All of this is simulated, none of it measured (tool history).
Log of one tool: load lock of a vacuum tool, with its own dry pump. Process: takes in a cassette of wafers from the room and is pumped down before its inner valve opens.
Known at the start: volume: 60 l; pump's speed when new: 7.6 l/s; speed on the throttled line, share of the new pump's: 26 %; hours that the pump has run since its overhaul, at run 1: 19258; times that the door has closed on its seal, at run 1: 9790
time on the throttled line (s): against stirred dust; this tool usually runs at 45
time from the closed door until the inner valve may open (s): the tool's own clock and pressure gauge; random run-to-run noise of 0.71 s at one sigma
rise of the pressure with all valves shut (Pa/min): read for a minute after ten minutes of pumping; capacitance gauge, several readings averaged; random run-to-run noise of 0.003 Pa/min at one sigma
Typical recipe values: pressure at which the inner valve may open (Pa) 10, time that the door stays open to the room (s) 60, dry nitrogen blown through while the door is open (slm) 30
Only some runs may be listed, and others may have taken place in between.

| run | hour | time on the throttled line (s) | pressure at which the inner valve may open (Pa) | time that the door stays open to the room (s) | dry nitrogen blown through while the door is open (slm) | hours that the pump has run since its overhaul | times that the door has closed on its seal | incoming humidity of the room's air, % | time from the closed door until the inner valve may open (s) | rise of the pressure with all valves shut (Pa/min) |
|---|---|---|---|---|---|---|---|---|---|---|
| 1 | 0 | 45 | 10 | 60 | 30 | 19258 | 9790 | 46.3 | 123.8 | 0.042 |
| 2 | 196.5 | 45 | 10 | 60 | 30 | 19454 | 9987 | 46.8 | 122.4 | 0.045 |
| 3 | 357.1 | 45 | 10 | 60 | 30 | 19615 | 10148 | 44 | 122.1 | 0.048 |
| 4 | 648.6 | 67 | 10 | 60 | 30 | 19906 | 10441 | 47.4 | 138.9 | 0.045 |
| 5 | 782.4 | 67 | 10 | 60 | 30 | 20040 | 10576 | 49.9 | 137.2 | 0.044 |
| 6 | 1010.6 | 67 | 10 | 60 | 30 | 20268 | 10805 | 47 | 138.1 | 0.046 |
| 7 | 1229.5 | 45 | 10 | 60 | 30 | 20487 | 11025 | 44.3 | 123.3 | 0.047 |
| 8 | 1407.4 | 45 | 10 | 60 | 30 | 20665 | 11204 | 42.8 | 124.2 | 0.05 |
| 9 | 1634.2 | 45 | 10 | 60 | 30 | 20892 | 11431 | 44.5 | 124.3 | 0.048 |
| 10 | 1834.3 | 45 | 10 | 60 | 30 | 21092 | 11632 | 45.1 | 124.8 | 0.054 |
| 11 | 2005.3 | 45 | 10 | 60 | 30 | 21263 | 11804 | 40.8 | 125.4 | 0.051 |
| 12 | 2293.2 | 45 | 10 | 217 | 30 | 21551 | 12094 | 43.1 | 123.9 | 0.07 |
|  | 2314.4 | dry pump taken out, an overhauled one fitted |
| 13 | 2589.2 | 45 | 10 | 217 | 30 | 275 | 12385 | 43.7 | 108.3 | 0.066 |
| 14 | 2836.4 | 45 | 10 | 60 | 30 | 522 | 12633 | 50.2 | 107 | 0.056 |
| 15 | 3051.3 | 45 | 10 | 60 | 30 | 737 | 12849 | 42.3 | 107.8 | 0.051 |
| 16 | 3330.4 | 45 | 10 | 60 | 30 | 1016 | 13130 | 43.6 | 110.6 | 0.054 |
| 17 | 3585.4 | 45 | 10 | 60 | 30 | 1271 | 13386 | 43.7 | 107.9 | 0.057 |
| 18 | 3802.9 | 38 | 10 | 60 | 30 | 1489 | 13604 | 44.7 | 104.2 | 0.06 |
| 19 | 4003.3 | 35 | 10 | 142 | 24 | 1689 | 13806 | 46.9 | 103.1 | 0.073 |
| 20 | 4185.6 | 31 | 7 | 60 | 4 | 1871 | 13989 | 44.5 | 103.1 | 0.079 |
| 21 | 4454.3 | 45 | 10 | 60 | 17 | 2140 | 14259 | 41.8 | 109.7 | 0.066 |
| 22 | 4602.1 | 45 | 10 | 60 | 17 | 2288 | 14407 | 46.4 | 109.5 | 0.065 |
| 23 | 4785.3 | 42 | 9 | 113 | 37 | 2471 | 14591 | 46.2 | 108.4 | 0.067 |
| 24 | 4987.7 | 42 | 11 | 113 | 7 | 2673 | 14795 | 44.7 | 107.8 | 0.091 |
| 25 | 5137.7 | 24 | 11 | 84 | 7 | 2823 | 14945 | 42.7 | 93.7 | 0.086 |
| 26 | 5334.5 | 61 | 11 | 103 | 7 | 3020 | 15143 | 43.9 | 121.2 | 0.089 |
| 27 | 5512 | 57 | 12 | 230 | 4 | 3198 | 15322 | 48.5 | 116.7 | 0.133 |
| 28 | 5678.6 | 57 | 12 | 230 | 4 | 3364 | 15489 | 46.5 | 117 | 0.126 |
| 29 | 5882.5 | 80 | 12 | 230 | 20 | 3568 | 15694 | 42.1 | 135.5 | 0.088 |
| 30 | 6019.8 | 80 | 12 | 230 | 20 | 3705 | 15832 | 42.5 | 137.2 | 0.092 |
| 31 | 6217 | 31 | 7 | 211 | 34 | 3903 | 16030 | 42.2 | 104.7 | 0.071 |
| 32 | 6443.7 | 61 | 10 | 48 | 30 | 4129 | 16258 | 47 | 121.8 | 0.063 |
| 33 | 6686.9 | 89 | 12 | 48 | 30 | 4372 | 16502 | 45.9 | 141.1 | 0.064 |
| 34 | 6978 | 82 | 10 | 25 | 20 | 4664 | 16794 | 46.6 | 139.7 | 0.071 |
| 35 | 7133.4 | 33 | 10 | 55 | 8 | 4819 | 16951 | 46.7 | 102.6 | 0.081 |
| 36 | 7403.9 | 33 | 10 | 55 | 8 | 5090 | 17222 | 43.5 | 102.4 | 0.081 |

Consider 3 possible next runs. They are alternatives, not a sequence: every one starts from the tool as it was left by run 36. What does each give?
| A | 7697.2 | 37 | 10 | 60 | 30 | 5383 | 17517 | 44.4 | ? | ? |
| B | 7697.2 | 68 | 9 | 49 | 30 | 5383 | 17517 | 46.6 | ? | ? |
| C | 7697.2 | 84 | 10 | 196 | 44 | 5383 | 17517 | 47.1 | ? | ? |

| run | time from the closed door until the inner valve may open (s) | rise of the pressure with all valves shut (Pa/min) |
|---|---|---|
| A | 106.4 | 0.072 |
| B | 131.5 | 0.064 |
| C | 140.8 | 0.08 |
Take away the tool's hidden state, keep each run's random variation, and the runs would have read:
| run | time from the closed door until the inner valve may open (s) | rise of the pressure with all valves shut (Pa/min) |
|---|---|---|
| A | 101.6 | 0.026 |
| B | 127.1 | 0.018 |
| C | 137 | 0.033 |

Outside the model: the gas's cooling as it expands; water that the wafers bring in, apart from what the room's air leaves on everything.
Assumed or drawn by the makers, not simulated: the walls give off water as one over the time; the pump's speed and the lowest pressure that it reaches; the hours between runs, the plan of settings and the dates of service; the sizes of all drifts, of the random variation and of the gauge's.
